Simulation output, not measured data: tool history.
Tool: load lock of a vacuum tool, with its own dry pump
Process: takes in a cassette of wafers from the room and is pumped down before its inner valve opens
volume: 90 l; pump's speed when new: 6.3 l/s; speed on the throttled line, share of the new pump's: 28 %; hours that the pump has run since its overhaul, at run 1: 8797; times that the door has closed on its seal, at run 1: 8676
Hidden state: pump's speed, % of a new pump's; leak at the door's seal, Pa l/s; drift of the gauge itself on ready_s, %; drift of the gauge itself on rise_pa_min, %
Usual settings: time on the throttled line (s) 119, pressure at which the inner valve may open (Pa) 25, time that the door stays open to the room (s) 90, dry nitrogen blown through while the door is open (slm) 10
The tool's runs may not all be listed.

run,day,time on the throttled line (s),pressure at which the inner valve may open (Pa),time that the door stays open to the room (s),dry nitrogen blown through while the door is open (slm),hours that the pump has run since its overhaul,times that the door has closed on its seal,"incoming humidity of the room's air, %",time from the closed door until the inner valve may open (s),rise of the pressure with all valves shut (Pa/min)
1,0,119,25,90,10,8797,8676,44.9,208.1,0.111
2,3.871,119,25,90,10,8890,8857,45.1,210.4,0.111
3,8.288,119,25,90,10,8996,9064,43,210.1,0.116
4,12.154,119,25,90,10,9089,9245,42.8,211.7,0.126
5,15.762,155,25,90,10,9176,9414,47.6,235.3,0.121
6,18.333,155,25,90,10,9237,9534,45.5,235.5,0.126
7,22.1,119,25,90,10,9328,9711,45,209.1,0.134
8,26.333,119,25,90,8,9429,9909,47.4,208.4,0.13
9,29.583,119,25,90,10,9507,10061,43.9,208.3,0.132
10,31.738,119,25,90,10,9559,10162,43.4,210.4,0.133
11,35.304,119,25,90,10,9645,10329,43.6,210.5,0.139
12,40.038,93,38,93,15,9758,10551,43.6,185.4,0.139
13,42.85,119,25,90,10,9826,10683,46.5,210.9,0.143
14,47.225,60,25,90,14,9931,10888,44.9,168.9,0.147
15,51.758,155,25,132,13,10039,11100,44.5,232.7,0.152
16,56.05,155,25,132,13,10142,11301,45.4,237.2,0.147
17,60.038,119,25,90,8,10238,11488,45.9,210.4,0.151
18,62.321,119,25,50,9,10293,11595,44.1,212.2,0.157
19,66.829,176,25,90,19,10401,11806,41.5,249,0.159

Hidden state or all else? Some run-to-run changes of time from the closed door until the inner valve may open (s), split into what the settings, what came in and random variation would give without the hidden state, and what is left for the hidden state (with any gauge scatter that isn't in both results):
Run 14 -> 15: time on the throttled line (s) 60 -> 155, time that the door stays open to the room (s) 90 -> 132, dry nitrogen blown through while the door is open (slm) 14 -> 13. time from the closed door until the inner valve may open (s) +63.8: hidden state -1.9, all else +65.7.
